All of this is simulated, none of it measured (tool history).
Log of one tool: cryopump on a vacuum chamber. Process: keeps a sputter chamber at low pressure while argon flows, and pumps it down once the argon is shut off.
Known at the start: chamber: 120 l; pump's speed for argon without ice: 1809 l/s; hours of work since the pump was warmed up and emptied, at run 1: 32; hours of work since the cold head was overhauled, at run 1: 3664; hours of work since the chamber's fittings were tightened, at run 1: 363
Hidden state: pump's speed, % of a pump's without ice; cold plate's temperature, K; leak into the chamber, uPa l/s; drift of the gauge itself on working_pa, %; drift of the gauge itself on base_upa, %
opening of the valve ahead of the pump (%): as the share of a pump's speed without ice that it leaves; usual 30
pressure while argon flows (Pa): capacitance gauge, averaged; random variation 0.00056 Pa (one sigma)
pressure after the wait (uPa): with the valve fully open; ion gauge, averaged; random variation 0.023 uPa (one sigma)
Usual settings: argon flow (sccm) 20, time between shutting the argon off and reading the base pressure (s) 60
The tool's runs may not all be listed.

run,hour,argon flow (sccm),time between shutting the argon off and reading the base pressure (s),opening of the valve ahead of the pump (%),hours of work since the pump was warmed up and emptied,hours of work since the cold head was overhauled,hours of work since the chamber's fittings were tightened,pressure while argon flows (Pa),pressure after the wait (uPa)
1,0,20,60,30,32,3664,363,0.0634,0.97
2,104,20,60,30,113,3744,444,0.0631,1.03
3,213,20,60,30,198,3829,529,0.0643,1.13
4,335.2,20,60,30,293,3925,624,0.065,1.18
5,435.3,20,60,30,371,4003,702,0.0658,1.3
6,552.3,20,60,30,463,4094,793,0.0671,1.34
7,663.7,8,232,30,549,4180,880,0.0271,1.05
8,747.9,19,254,49,615,4246,946,0.0422,1.09
9,844.7,21,54,27,690,4321,1021,0.08,1.7
10,932.5,21,54,27,759,4390,1090,0.0799,1.73
# hour 950.4: leaking fittings of the chamber tightened, without venting
# hour 1033.4: pump warmed up, emptied and cooled again
11,1068,38,105,30,27,4490,88,0.1199,0.59

5 ways to go on from here, each from the tool as it stands after run 11. What would each give?
A,1135,38,86,30,79,4542,140,?,?
B,1135,27,174,58,79,4542,140,?,?
C,1135,38,105,24,79,4542,140,?,?
D,1135,20,60,55,79,4542,140,?,?
E,1135,38,105,19,79,4542,140,?,?

run,pressure while argon flows (Pa),pressure after the wait (uPa)
A,0.1222,0.68
B,0.0456,0.44
C,0.1511,0.6
D,0.0356,0.77
E,0.1903,0.59
Without the tool's hidden state the same runs would have given:
run,pressure while argon flows (Pa),pressure after the wait (uPa)
A,0.1191,0.57
B,0.0434,0.33
C,0.148,0.49
D,0.034,0.65
E,0.1872,0.48
